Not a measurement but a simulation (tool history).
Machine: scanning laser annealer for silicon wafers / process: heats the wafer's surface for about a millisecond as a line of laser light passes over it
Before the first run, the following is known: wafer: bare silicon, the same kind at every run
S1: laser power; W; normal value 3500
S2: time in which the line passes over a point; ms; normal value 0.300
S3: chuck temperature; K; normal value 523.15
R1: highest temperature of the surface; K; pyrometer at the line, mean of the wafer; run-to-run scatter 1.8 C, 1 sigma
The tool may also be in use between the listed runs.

{"run": 1, "day": 0.0, "S1": 3500, "S2": 0.3, "S3": 523.15, "R1": 1238.15}
{"run": 2, "day": 1.167, "S1": 3500, "S2": 0.3, "S3": 523.15, "R1": 1238.15}
{"run": 3, "day": 2.571, "S1": 3500, "S2": 0.286, "S3": 523.15, "R1": 1218.15}
{"run": 4, "day": 3.346, "S1": 3447, "S2": 0.3, "S3": 523.15, "R1": 1220.15}
{"run": 5, "day": 4.558, "S1": 3447, "S2": 0.3, "S3": 523.15, "R1": 1221.15}
{"day": 4.708, "done": "window over the wafer cleaned"}
{"run": 6, "day": 6.158, "S1": 3447, "S2": 0.3, "S3": 523.15, "R1": 1240.15}
{"run": 7, "day": 7.321, "S1": 3447, "S2": 0.3, "S3": 523.15, "R1": 1239.15}
{"run": 8, "day": 8.275, "S1": 3447, "S2": 0.3, "S3": 523.15, "R1": 1237.15}
{"run": 9, "day": 9.071, "S1": 3500, "S2": 0.328, "S3": 544.15, "R1": 1311.15}
{"day": 9.354, "done": "optics aligned, line set to its width"}
{"run": 10, "day": 10.042, "S1": 3197, "S2": 0.272, "S3": 552.15, "R1": 1165.15}
{"run": 11, "day": 11.017, "S1": 3197, "S2": 0.272, "S3": 552.15, "R1": 1161.15}
{"run": 12, "day": 11.804, "S1": 3420, "S2": 0.272, "S3": 512.15, "R1": 1176.15}
{"run": 13, "day": 12.554, "S1": 3199, "S2": 0.222, "S3": 523.15, "R1": 1069.15}
{"run": 14, "day": 13.496, "S1": 3470, "S2": 0.222, "S3": 523.15, "R1": 1129.15}

Predict each of these 3 candidate next runs independently; none follows another, all start after run 14:
{"run": "A", "day": 14.996, "S1": 3289, "S2": 0.233, "S3": 555.15, "R1": "?"}
{"run": "B", "day": 14.996, "S1": 3500, "S2": 0.237, "S3": 523.15, "R1": "?"}
{"run": "C", "day": 14.996, "S1": 3758, "S2": 0.222, "S3": 541.15, "R1": "?"}

run=A R1=1135.15
run=B R1=1154.15
run=C R1=1207.15
The same runs, with their run-to-run variation unchanged, on a tool lacking any hidden condition would have given:
run=A R1=1156.15
run=B R1=1177.15
run=C R1=1231.15
